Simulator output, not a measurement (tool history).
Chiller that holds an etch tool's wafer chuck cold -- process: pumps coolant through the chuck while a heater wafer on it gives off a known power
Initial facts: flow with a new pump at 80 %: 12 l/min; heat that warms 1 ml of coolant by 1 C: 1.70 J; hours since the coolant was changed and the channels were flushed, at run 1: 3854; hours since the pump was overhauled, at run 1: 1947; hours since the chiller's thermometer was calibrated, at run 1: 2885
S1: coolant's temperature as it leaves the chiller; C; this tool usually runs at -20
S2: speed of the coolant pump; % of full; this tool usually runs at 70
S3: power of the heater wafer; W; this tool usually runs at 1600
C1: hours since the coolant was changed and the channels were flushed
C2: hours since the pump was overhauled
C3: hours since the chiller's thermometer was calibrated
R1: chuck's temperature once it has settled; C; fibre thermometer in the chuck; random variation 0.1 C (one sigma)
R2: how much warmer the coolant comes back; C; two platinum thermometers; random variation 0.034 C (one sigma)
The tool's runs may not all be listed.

| run | day | S1 | S2 | S3 | C1 | C2 | C3 | R1 | R2 |
|---|---|---|---|---|---|---|---|---|---|
| 1 | 0 | -20 | 70 | 1600 | 3854 | 1947 | 2885 | -1.9 | 5.45 |
| 2 | 2.7 | -19 | 70 | 1600 | 3919 | 2012 | 2950 | -0.8 | 5.43 |
| 3 | 7.533 | -19 | 70 | 1600 | 4035 | 2128 | 3066 | -0.7 | 5.52 |
| 4 | 10.788 | -19 | 70 | 1600 | 4113 | 2206 | 3144 | -0.8 | 5.5 |
| 5 | 13.625 | -20 | 70 | 1038 | 4181 | 2274 | 3212 | -8.2 | 3.62 |
| 6 | 19.188 | -20 | 70 | 1600 | 4315 | 2407 | 3346 | -1.7 | 5.5 |
| 7 | 21.671 | -20 | 70 | 1600 | 4374 | 2467 | 3405 | -1.5 | 5.54 |
|  | 24.588 | chiller's thermometer calibrated |
| 8 | 25.054 | -20 | 70 | 1976 | 4454 | 2547 | 11 | 2.8 | 6.77 |
| 9 | 29.25 | -20 | 70 | 1976 | 4555 | 2648 | 112 | 2.8 | 6.82 |
| 10 | 32.579 | -29 | 70 | 1600 | 4635 | 2728 | 192 | -10.5 | 5.55 |
| 11 | 35.475 | -29 | 70 | 1600 | 4705 | 2797 | 261 | -10.4 | 5.52 |
|  | 36.642 | coolant changed, channels flushed |
| 12 | 39.05 | -29 | 70 | 1600 | 58 | 2877 | 341 | -12.4 | 5.56 |
|  | 39.529 | chiller's thermometer calibrated, once more |
| 13 | 44.779 | -20 | 70 | 1600 | 194 | 3014 | 126 | -3.2 | 5.52 |
| 14 | 49.075 | -20 | 70 | 1600 | 297 | 3117 | 229 | -3 | 5.51 |
| 15 | 52.088 | -28 | 70 | 1600 | 370 | 3189 | 301 | -10.9 | 5.51 |
| 16 | 55.921 | -22 | 79 | 1815 | 462 | 3281 | 393 | -4.6 | 5.56 |
| 17 | 58.704 | -22 | 79 | 1815 | 528 | 3348 | 460 | -4.6 | 5.59 |
| 18 | 61.208 | -18 | 70 | 1600 | 589 | 3408 | 520 | -0.9 | 5.49 |
| 19 | 64.7 | -18 | 96 | 990 | 672 | 3492 | 604 | -9.8 | 2.51 |
| 20 | 69.608 | -15 | 76 | 1772 | 790 | 3609 | 722 | 2.7 | 5.65 |
| 21 | 75.233 | -15 | 76 | 1772 | 925 | 3744 | 857 | 3 | 5.67 |
| 22 | 80.658 | -28 | 79 | 1772 | 1055 | 3875 | 987 | -10.6 | 5.42 |
| 23 | 84.9 | -28 | 70 | 1156 | 1157 | 3976 | 1089 | -15.5 | 4.04 |
| 24 | 88.775 | -20 | 70 | 1676 | 1250 | 4069 | 1182 | -1.8 | 5.83 |
| 25 | 93.738 | -20 | 70 | 1676 | 1369 | 4189 | 1301 | -1.7 | 5.91 |
| 26 | 96.762 | -20 | 70 | 1676 | 1442 | 4261 | 1374 | -1.6 | 5.87 |
| 27 | 100.146 | -20 | 70 | 1676 | 1523 | 4342 | 1455 | -1.6 | 5.83 |
| 28 | 103.475 | -20 | 70 | 1067 | 1603 | 4422 | 1535 | -8.3 | 3.74 |
| 29 | 107.242 | -20 | 70 | 1067 | 1693 | 4513 | 1625 | -8.3 | 3.66 |

Results for each run, recomputed without the tool's hidden state and with each run's random variation untouched:
The tool's hidden condition here consists of: heat passed by the chuck's channels, % of clean ones'; flow at a given pump speed, % of a new pump's; coolant's true temperature over the reading, C; drift of the gauge itself on chuck_c, C; drift of the gauge itself on warmer_back_c, C.
| run | R1 | R2 |
|---|---|---|
| 1 | -3.8 | 5.34 |
| 2 | -2.7 | 5.31 |
| 3 | -2.7 | 5.4 |
| 4 | -2.7 | 5.38 |
| 5 | -9.5 | 3.54 |
| 6 | -3.8 | 5.36 |
| 7 | -3.7 | 5.4 |
| 8 | 0.1 | 6.6 |
| 9 | 0 | 6.64 |
| 10 | -12.7 | 5.4 |
| 11 | -12.7 | 5.37 |
| 12 | -12.6 | 5.41 |
| 13 | -3.8 | 5.35 |
| 14 | -3.8 | 5.34 |
| 15 | -11.6 | 5.34 |
| 16 | -5.4 | 5.38 |
| 17 | -5.5 | 5.41 |
| 18 | -1.8 | 5.31 |
| 19 | -10.2 | 2.43 |
| 20 | 1.7 | 5.46 |
| 21 | 1.9 | 5.47 |
| 22 | -11.7 | 5.22 |
| 23 | -16.3 | 3.89 |
| 24 | -3.1 | 5.61 |
| 25 | -3 | 5.68 |
| 26 | -2.9 | 5.63 |
| 27 | -3 | 5.6 |
| 28 | -9.2 | 3.59 |
| 29 | -9.2 | 3.51 |
